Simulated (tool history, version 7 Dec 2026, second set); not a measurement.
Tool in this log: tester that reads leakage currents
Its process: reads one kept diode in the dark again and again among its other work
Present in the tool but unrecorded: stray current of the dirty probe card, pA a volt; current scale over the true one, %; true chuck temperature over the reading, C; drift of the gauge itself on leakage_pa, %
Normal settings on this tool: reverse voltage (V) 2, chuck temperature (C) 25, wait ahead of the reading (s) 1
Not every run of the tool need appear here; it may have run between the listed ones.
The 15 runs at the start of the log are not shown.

| run | hour | reverse voltage (V) | chuck temperature (C) | wait ahead of the reading (s) | hours of work since the probe card was cleaned | hours of work since the tester was calibrated | hours of work since the chuck was calibrated | current that the tester gives (pA) |
|---|---|---|---|---|---|---|---|---|
| 16 | 1997.1 | 1.44 | 25 | 3.71 | 1736 | 4425 | 622 | 133.36 |
| 17 | 2125.6 | 1.44 | 25 | 3.71 | 1829 | 4517 | 715 | 135.37 |
| 18 | 2230.5 | 1.44 | 25 | 3.06 | 1905 | 4593 | 790 | 137.52 |
|  | 2259.5 | chuck's temperature calibrated |
| 19 | 2334.2 | 3 | 25 | 3.06 | 1978 | 4666 | 54 | 154.94 |
| 20 | 2452.7 | 3 | 25 | 3.06 | 2063 | 4751 | 139 | 157.14 |
|  | 2547.1 | tester calibrated |
| 21 | 2577 | 2 | 25 | 0.64 | 2151 | 22 | 227 | 140.2 |
| 22 | 2718.7 | 10.83 | 56 | 1.54 | 2253 | 124 | 329 | 2343.7 |
| 23 | 2797.7 | 1.44 | 23 | 1.54 | 2310 | 181 | 386 | 110.03 |
| 24 | 2958.1 | 1.44 | 23 | 1.54 | 2426 | 296 | 502 | 111.97 |
| 25 | 3100.5 | 16.65 | 25 | 9.75 | 2528 | 399 | 604 | 323.3 |
| 26 | 3244.8 | 2 | 38 | 0.6 | 2632 | 502 | 708 | 400.97 |
|  | 3394.9 | chuck's temperature calibrated |
| 27 | 3415.9 | 4.18 | 34 | 8.58 | 2754 | 624 | 15 | 346.47 |
|  | 3427 | probe card cleaned and baked |
| 28 | 3502.9 | 2.32 | 45 | 8.32 | 55 | 685 | 76 | 625.34 |
| 29 | 3665.1 | 3.03 | 37 | 0.35 | 171 | 802 | 192 | 400.79 |
| 30 | 3766.3 | 14.28 | 46 | 2.29 | 244 | 875 | 265 | 1326.7 |
|  | 3923.1 | probe card cleaned and baked, once more |
| 31 | 3923.1 | 9.07 | 25 | 1 | 0 | 985 | 376 | 244.06 |
| 32 | 4033.9 | 9.07 | 25 | 1 | 80 | 1065 | 456 | 247.92 |
| 33 | 4198.3 | 9.07 | 25 | 1 | 198 | 1183 | 574 | 254.26 |
| 34 | 4321.9 | 3.98 | 21 | 0.38 | 287 | 1272 | 663 | 141.33 |
| 35 | 4405.1 | 1.36 | 22 | 0.31 | 347 | 1332 | 723 | 105.81 |
|  | 4529.6 | chuck's temperature calibrated |
| 36 | 4586.1 | 1.36 | 22 | 0.31 | 476 | 1461 | 41 | 94.34 |
| 37 | 4686.3 | 3.92 | 47 | 1 | 548 | 1533 | 113 | 883.43 |
| 38 | 4821.2 | 10.04 | 28 | 1 | 645 | 1631 | 210 | 315.34 |
| 39 | 4931.1 | 10.04 | 28 | 1 | 725 | 1710 | 289 | 323.08 |

Below are 4 alternative next runs, each starting from the tool's condition after run 39. Predict each:
| A | 5039.2 | 10.04 | 28 | 3.92 | 802 | 1788 | 367 | ? |
| B | 5039.2 | 19.35 | 28 | 0.41 | 802 | 1788 | 367 | ? |
| C | 5039.2 | 3.48 | 24 | 6.74 | 802 | 1788 | 367 | ? |
| D | 5039.2 | 10.04 | 30 | 2.36 | 802 | 1788 | 367 | ? |

| run | current that the tester gives (pA) |
|---|---|
| A | 323.86 |
| B | 419.37 |
| C | 163.1 |
| D | 377.64 |
Take away the tool's hidden state, keep each run's random variation, and the runs would have read:
| run | current that the tester gives (pA) |
|---|---|
| A | 297.7 |
| B | 384.75 |
| C | 149.87 |
| D | 347.81 |

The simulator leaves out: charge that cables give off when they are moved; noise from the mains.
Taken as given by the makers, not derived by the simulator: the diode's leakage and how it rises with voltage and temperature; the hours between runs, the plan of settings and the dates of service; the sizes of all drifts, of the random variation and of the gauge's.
